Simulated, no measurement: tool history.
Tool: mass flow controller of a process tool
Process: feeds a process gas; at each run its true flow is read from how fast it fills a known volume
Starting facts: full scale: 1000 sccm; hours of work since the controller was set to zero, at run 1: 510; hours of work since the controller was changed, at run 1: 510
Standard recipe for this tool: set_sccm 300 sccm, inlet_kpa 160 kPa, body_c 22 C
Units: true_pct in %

run    hour  set_sccm  inlet_kpa  body_c  hours of work since the controller was set to zero  hours of work since the controller was changed  true_pct
  1       0       300        160      22                                                 510                                             510     99.04
  2   101.9       300        160      22                                                 576                                             576     99.15
  3   261.1       300        188      22                                                 680                                             680     99.42
  4     367       300        188      22                                                 749                                             749      99.6
  5   463.7       300        188      22                                                 813                                             813     99.57
  6   549.6       300        188      22                                                 869                                             869     99.56
  7   661.9       300        188      22                                                 942                                             942     99.76
  8     826       300        188      31                                                1049                                            1049    100.78
  9     963       300        188      31                                                1138                                            1138    100.84
 10  1039.2       659        160      22                                                1188                                            1188     99.86
 11  1173.6       659        160      22                                                1276                                            1276    100.03
 12  1266.7       300        160      22                                                1337                                            1337     99.93
 13  1348.1       519        160      22                                                1390                                            1390    100.05
 14  1427.4       519        160      22                                                1442                                            1442    100.14
 15  1542.1       519        160      22                                                1517                                            1517    100.13
 16  1649.1       300        160      21                                                1586                                            1586       100
 17  1824.8       300        160      21                                                1701                                            1701    100.19

Run 18 has not been measured yet. What should we expect?
 18  1902.9       300        160      21                                                1752                                            1752         ?

{"run 18": {"true_pct": 100.3}}
With no hidden state in the tool, this same run would have given true_pct 99 %.
